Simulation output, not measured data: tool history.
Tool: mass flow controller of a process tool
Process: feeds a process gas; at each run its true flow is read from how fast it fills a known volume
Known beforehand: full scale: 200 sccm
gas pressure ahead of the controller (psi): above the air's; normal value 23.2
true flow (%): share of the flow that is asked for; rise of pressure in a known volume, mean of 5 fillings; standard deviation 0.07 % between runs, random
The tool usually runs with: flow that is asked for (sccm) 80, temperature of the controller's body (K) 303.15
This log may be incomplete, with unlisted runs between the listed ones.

run	hour	flow that is asked for (sccm)	gas pressure ahead of the controller (psi)	temperature of the controller's body (K)	true flow (%)
1	0.0	80	23.2	303.15	98.60
2	199.9	80	23.2	303.15	98.66
3	326.5	80	23.2	303.15	98.53
4	496.4	80	23.2	310.15	99.42
5	722.2	80	23.2	310.15	99.49
6	925.9	71	23.2	303.15	98.83
7	1086.1	71	23.2	303.15	98.77
8	1251.2	80	23.2	303.15	98.78
9	1361.9	80	23.2	303.15	98.66
10	1567.2	80	23.2	303.15	98.72
11	1696.5	80	23.2	303.15	98.69
12	1822.9	80	23.2	303.15	98.75
13	2085.4	80	23.2	303.15	98.81
14	2234.0	23	23.2	303.15	102.36
15	2363.6	23	23.2	303.15	102.38
16	2527.3	44	21.2	309.15	100.27
17	2754.5	75	20.9	296.15	98.06
18	2947.7	38	30.7	297.15	99.98
19	3091.5	38	30.7	297.15	100.00
20	3204.7	129	30.7	304.15	99.50
21	3328.1	129	32.3	312.15	100.41
22	3547.1	33	26.5	298.15	100.77
# hour 3619.3: controller's zero set anew
23	3714.6	74	31.0	298.15	96.54
24	3876.3	75	31.0	298.15	96.63
25	4099.8	46	36.5	305.15	97.18
26	4248.7	23	23.2	299.15	96.01
27	4475.8	23	23.2	299.15	96.03
28	4600.2	23	22.2	293.15	95.42
29	4771.0	23	22.2	293.15	95.47

What if the next run were any one of these 5? Each begins from the tool's condition after run 29:
A	5001.3	59	23.2	303.15	?
B	5001.3	80	26.3	303.15	?
C	5001.3	80	24.1	303.15	?
D	5001.3	54	21.0	303.15	?
E	5001.3	23	31.8	293.15	?

run	true flow (%)
A	96.70
B	97.25
C	96.98
D	96.55
E	96.07
With the hidden condition removed and each run's random variation left untouched, the same runs would have given:
run	true flow (%)
A	97.92
B	98.58
C	98.30
D	97.73
E	96.69
